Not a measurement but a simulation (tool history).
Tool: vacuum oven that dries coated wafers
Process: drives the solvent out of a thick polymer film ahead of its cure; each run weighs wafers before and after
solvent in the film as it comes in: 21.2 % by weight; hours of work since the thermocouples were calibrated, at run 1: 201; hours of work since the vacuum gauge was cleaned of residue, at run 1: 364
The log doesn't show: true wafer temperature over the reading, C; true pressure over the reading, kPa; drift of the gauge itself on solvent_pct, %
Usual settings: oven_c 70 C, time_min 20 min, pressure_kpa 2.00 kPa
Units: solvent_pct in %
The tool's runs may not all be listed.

run,hour,oven_c,time_min,pressure_kpa,hours of work since the thermocouples were calibrated,hours of work since the vacuum gauge was cleaned of residue,solvent_pct
1,0.0,70,20,2.00,201,364,1.39
2,53.1,63,20,2.00,228,390,3.77
3,79.0,63,20,2.00,240,403,3.69
4,139.5,70,20,7.95,271,434,3.33
5,165.7,70,20,7.95,284,447,3.32
6,193.4,70,20,7.95,298,461,3.32
7,224.7,70,20,7.95,314,476,3.29
8,271.2,70,12,2.00,337,500,3.11
9,309.4,70,12,2.00,356,519,3.07
10,364.2,70,12,2.00,384,547,3.05
11,401.1,70,25,2.00,402,565,0.99
12,450.4,70,20,2.00,427,590,1.34
13,512.9,70,20,2.00,458,621,1.32
14,539.8,70,20,2.00,472,635,1.32
15,566.9,70,20,2.00,486,648,1.31
16,593.1,70,20,2.00,499,662,1.33
17,624.8,70,20,1.14,515,677,1.03
18,682.7,70,20,2.00,544,707,1.30
19,723.4,70,20,2.00,564,727,1.31
20,764.2,70,20,6.51,585,747,2.77
21,799.6,70,25,2.00,602,765,0.95
22,827.3,70,20,2.00,616,779,1.29
23,862.5,70,20,2.00,634,797,1.29
24,900.3,81,10,3.08,653,816,0.97
25,954.6,81,10,3.08,680,843,0.97
26,982.3,85,21,6.02,694,857,1.10
# hour 995.1: oven's thermocouples calibrated
27,1020.8,58,20,1.36,13,875,6.11
28,1055.3,58,20,1.36,30,893,6.09
29,1099.6,69,26,2.00,53,915,1.12
30,1156.5,70,11,2.00,81,944,3.55
31,1191.4,65,10,2.00,99,961,6.58
32,1250.7,69,17,6.82,128,991,3.68
33,1289.8,69,17,6.82,148,1010,3.68
34,1353.7,69,17,6.82,180,1043,3.65
35,1391.8,60,20,2.00,199,1062,5.12
36,1426.0,60,20,2.00,216,1079,5.12
37,1466.2,83,20,1.59,237,1099,0.37
38,1504.4,81,33,5.39,256,1118,1.19
39,1535.1,70,25,3.89,271,1134,1.62
40,1565.0,85,21,2.96,286,1149,0.61
41,1625.6,82,23,2.30,317,1179,0.51
42,1651.3,81,26,2.30,330,1192,0.56
43,1692.4,81,26,2.30,350,1213,0.53
44,1725.1,67,16,1.26,367,1229,2.60
45,1766.9,68,14,2.00,388,1250,3.06
46,1826.2,65,34,1.34,417,1280,1.02

Hidden state or all else? Some run-to-run changes of solvent_pct, split into what the settings, what came in and random variation would give without the hidden state, and what is left for the hidden state (with any gauge scatter that isn't in both results):
Run 26 -> 27: oven_c 85 -> 58, time_min 21 -> 20, pressure_kpa 6.02 -> 1.36, oven's thermocouples calibrated. solvent_pct +5.01 %: hidden state -0.05, all else +5.06.
Run 28 -> 29: oven_c 58 -> 69, time_min 20 -> 26, pressure_kpa 1.36 -> 2.00. solvent_pct -4.97 %: hidden state +0.09, all else -5.06.
Run 36 -> 37: oven_c 60 -> 83, pressure_kpa 2.00 -> 1.59. solvent_pct -4.75 %: hidden state +0.27, all else -5.02.
Run 43 -> 44: oven_c 81 -> 67, time_min 26 -> 16, pressure_kpa 2.30 -> 1.26. solvent_pct +2.07 %: hidden state -0.30, all else +2.37.
Run 45 -> 46: oven_c 68 -> 65, time_min 14 -> 34, pressure_kpa 2.00 -> 1.34. solvent_pct -2.04 %: hidden state +0.25, all else -2.29.
